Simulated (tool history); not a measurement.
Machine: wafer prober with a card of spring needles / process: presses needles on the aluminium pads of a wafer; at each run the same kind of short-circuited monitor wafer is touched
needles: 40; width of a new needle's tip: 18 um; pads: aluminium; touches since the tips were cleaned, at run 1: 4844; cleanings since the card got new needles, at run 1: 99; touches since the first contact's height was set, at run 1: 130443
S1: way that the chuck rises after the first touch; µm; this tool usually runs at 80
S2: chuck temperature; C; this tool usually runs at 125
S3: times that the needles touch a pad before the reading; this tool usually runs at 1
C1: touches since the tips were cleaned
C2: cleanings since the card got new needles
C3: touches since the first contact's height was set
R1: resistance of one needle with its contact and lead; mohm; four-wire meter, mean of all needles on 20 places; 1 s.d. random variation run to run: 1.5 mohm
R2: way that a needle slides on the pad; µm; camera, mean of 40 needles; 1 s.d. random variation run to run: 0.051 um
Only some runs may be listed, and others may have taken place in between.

Run 1, hour 0: usual settings; C1 4844; C2 99; C3 130443. Result: R1 258 mohm, R2 17.32 µm.
At hour 3.2: tips cleaned on abrasive film.
At hour 15.5: tips cleaned on abrasive film.
At hour 30.9: tips cleaned on abrasive film.
At hour 46.1: tips cleaned on abrasive film.
Run 2, hour 57.1: usual settings; C1 4403; C2 103; C3 153030. Result: R1 263 mohm, R2 17.25 µm.
At hour 60.3: tips cleaned on abrasive film.
At hour 72.6: tips cleaned on abrasive film.
At hour 85: tips cleaned on abrasive film.
At hour 100.4: tips cleaned on abrasive film.
Run 3, hour 111.4: usual settings but S2 58 C; C1 4412; C2 107; C3 174497. Result: R1 271 mohm, R2 17.22 µm.
At hour 114.6: tips cleaned on abrasive film.
At hour 126.9: tips cleaned on abrasive film.
At hour 142: tips cleaned on abrasive film.
At hour 154.3: tips cleaned on abrasive film.
Run 4, hour 160.5: usual settings; C1 2469; C2 111; C3 193885. Result: R1 241 mohm, R2 17.21 µm.
At hour 166.7: tips cleaned on abrasive film.
At hour 181.9: tips cleaned on abrasive film.
At hour 197.3: tips cleaned on abrasive film.
At hour 206.8: height of the first contact set anew.
At hour 210: tips cleaned on abrasive film.
Run 5, hour 210: usual settings; C1 0; C2 115; C3 1272. Result: R1 160 mohm, R2 17.49 µm.
At hour 225.4: tips cleaned on abrasive film.
At hour 240.8: tips cleaned on abrasive film.
At hour 256.2: tips cleaned on abrasive film.
At hour 268.6: tips cleaned on abrasive film.
Run 6, hour 269.8: usual settings; C1 490; C2 119; C3 24911. Result: R1 186 mohm, R2 17.49 µm.
At hour 282.2: tips cleaned on abrasive film.
At hour 297.6: tips cleaned on abrasive film.
Run 7, hour 301.3: usual settings; C1 1489; C2 121; C3 37375. Result: R1 224 mohm, R2 17.43 µm.
At hour 310.6: tips cleaned on abrasive film.
At hour 326: tips cleaned on abrasive film.
At hour 341.4: tips cleaned on abrasive film.
At hour 356.8: tips cleaned on abrasive film.
Run 8, hour 362.1: usual settings; C1 2125; C2 125; C3 61427. Result: R1 226 mohm, R2 17.35 µm.
At hour 371.4: tips cleaned on abrasive film.
At hour 383.8: tips cleaned on abrasive film.
At hour 398.9: tips cleaned on abrasive film.
Run 9, hour 401.5: usual settings; C1 1056; C2 128; C3 76992. Result: R1 196 mohm, R2 17.42 µm.
At hour 413.6: tips cleaned on abrasive film.
At hour 426: tips cleaned on abrasive film.
At hour 441.2: tips cleaned on abrasive film.
Run 10, hour 445.7: usual settings; C1 1773; C2 131; C3 94453. Result: R1 225 mohm, R2 17.27 µm.
At hour 454.9: tips cleaned on abrasive film.
At hour 470.1: tips cleaned on abrasive film.
At hour 482.5: tips cleaned on abrasive film.
Run 11, hour 494.3: usual settings but S1 68 µm, S2 28 C, S3 2; C1 4720; C2 134; C3 113708. Result: R1 258 mohm, R2 14.71 µm.
At hour 497.5: tips cleaned on abrasive film.
At hour 512.9: tips cleaned on abrasive film.
At hour 528.3: tips cleaned on abrasive film.
At hour 543.5: tips cleaned on abrasive film.
Run 12, hour 546: usual settings but S1 89 µm, S2 60 C, S3 2; C1 999; C2 138; C3 134113. Result: R1 164 mohm, R2 19.31 µm.

Run by run, hidden condition taken away, random variation retained:
Hidden state at play: debris on the tips, nm; way that the needles fall short of the set height, um; tips' diameter, um; drift of the gauge itself on contact_mohm, %; drift of the gauge itself on scrub_um, %.
run   R1     R2
  1  144  17.53
  2  148  17.51
  3  137  17.52
  4  148  17.55
  5  147   17.5
  6  148  17.53
  7  150  17.49
  8  146  17.45
  9  147  17.54
 10  148  17.43
 11  136  14.89
 12  135  19.53
